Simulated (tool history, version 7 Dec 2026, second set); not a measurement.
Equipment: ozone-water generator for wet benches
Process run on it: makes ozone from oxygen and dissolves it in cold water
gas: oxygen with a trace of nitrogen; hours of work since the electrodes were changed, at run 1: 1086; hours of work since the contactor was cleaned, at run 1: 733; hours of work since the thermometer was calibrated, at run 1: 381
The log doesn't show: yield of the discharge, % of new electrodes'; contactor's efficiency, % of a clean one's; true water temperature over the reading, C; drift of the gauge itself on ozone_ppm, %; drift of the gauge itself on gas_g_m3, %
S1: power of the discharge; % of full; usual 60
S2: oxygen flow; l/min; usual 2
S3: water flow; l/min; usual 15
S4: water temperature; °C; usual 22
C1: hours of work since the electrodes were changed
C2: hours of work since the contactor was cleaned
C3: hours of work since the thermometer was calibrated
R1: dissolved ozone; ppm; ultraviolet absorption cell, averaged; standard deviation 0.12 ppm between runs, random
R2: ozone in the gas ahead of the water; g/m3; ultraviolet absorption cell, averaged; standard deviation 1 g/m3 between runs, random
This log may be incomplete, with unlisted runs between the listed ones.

run 1 hour=0 | S1=60 S2=2 S3=15 S4=22 | C1=1086 C2=733 C3=381 | R1=10.9 R2=173.5
run 2 hour=42.1 | S1=60 S2=2 S3=15 S4=22 | C1=1120 C2=768 C3=415 | R1=10.8 R2=173.6
run 3 hour=85.9 | S1=60 S2=2 S3=15 S4=22 | C1=1156 C2=803 C3=451 | R1=10.8 R2=173.9
run 4 hour=114.4 | S1=60 S2=2 S3=15 S4=22 | C1=1180 C2=827 C3=474 | R1=10.8 R2=172.7
run 5 hour=151.5 | S1=60 S2=2 S3=15 S4=22 | C1=1210 C2=857 C3=505 | R1=10.9 R2=175.4
run 6 hour=191.8 | S1=60 S2=2 S3=15 S4=22 | C1=1243 C2=890 C3=538 | R1=10.9 R2=175.4
run 7 hour=213.5 | S1=60 S2=2 S3=13 S4=22 | C1=1261 C2=908 C3=556 | R1=12.3 R2=174.4
run 8 hour=241.4 | S1=60 S2=2 S3=15 S4=22 | C1=1284 C2=931 C3=578 | R1=10.7 R2=175.1
run 9 hour=276.5 | S1=60 S2=2 S3=13 S4=22 | C1=1312 C2=960 C3=607 | R1=12.6 R2=174.9
run 10 hour=306.2 | S1=60 S2=1.33 S3=15 S4=23 | C1=1337 C2=984 C3=631 | R1=9.9 R2=212.8
run 11 hour=335.9 | S1=59 S2=3.38 S3=15 S4=23 | C1=1361 C2=1008 C3=656 | R1=11.2 R2=136.7
run 12 hour=366.7 | S1=59 S2=3.38 S3=15 S4=23 | C1=1386 C2=1033 C3=681 | R1=11.2 R2=135.5
run 13 hour=410 | S1=59 S2=3.38 S3=15 S4=23 | C1=1422 C2=1069 C3=717 | R1=11.4 R2=136.9
run 14 hour=447.3 | S1=59 S2=3.38 S3=15 S4=23 | C1=1452 C2=1099 C3=747 | R1=11.4 R2=135.4
run 15 hour=488.2 | S1=60 S2=3.05 S3=11 S4=22 | C1=1486 C2=1133 C3=781 | R1=15.2 R2=144.1
run 16 hour=520.4 | S1=60 S2=3.05 S3=15 S4=22 | C1=1512 C2=1159 C3=807 | R1=11.5 R2=144.8

Here are 5 independent what-if runs from the current tool condition. What would each one return?
-- hour=540.1 gauge calibrated
run A hour=546.5 | S1=55 S2=3.05 S3=10 S4=22 | C1=1534 C2=1181 C3=828 | R1=? R2=?
-- hour=540.1 gauge calibrated
run B hour=546.5 | S1=90 S2=2.45 S3=15 S4=22 | C1=1534 C2=1181 C3=828 | R1=? R2=?
-- hour=540.1 gauge calibrated
run C hour=546.5 | S1=44 S2=2 S3=15 S4=21 | C1=1534 C2=1181 C3=828 | R1=? R2=?
-- hour=540.1 gauge calibrated
run D hour=546.5 | S1=53 S2=1.29 S3=13 S4=22 | C1=1534 C2=1181 C3=828 | R1=? R2=?
-- hour=540.1 gauge calibrated
run E hour=546.5 | S1=60 S2=2 S3=11 S4=22 | C1=1534 C2=1181 C3=828 | R1=? R2=?

run=A R1=15.2 R2=133.2
run=B R1=15.2 R2=210.8
run=C R1=8.8 R2=137.7
run=D R1=10.3 R2=193.2
run=E R1=14.6 R2=174.7
With no hidden state in the tool, these same runs would have given:
run=A R1=15.2 R2=133.2
run=B R1=15.2 R2=210.8
run=C R1=8.8 R2=137.7
run=D R1=10.3 R2=193.2
run=E R1=14.6 R2=174.7
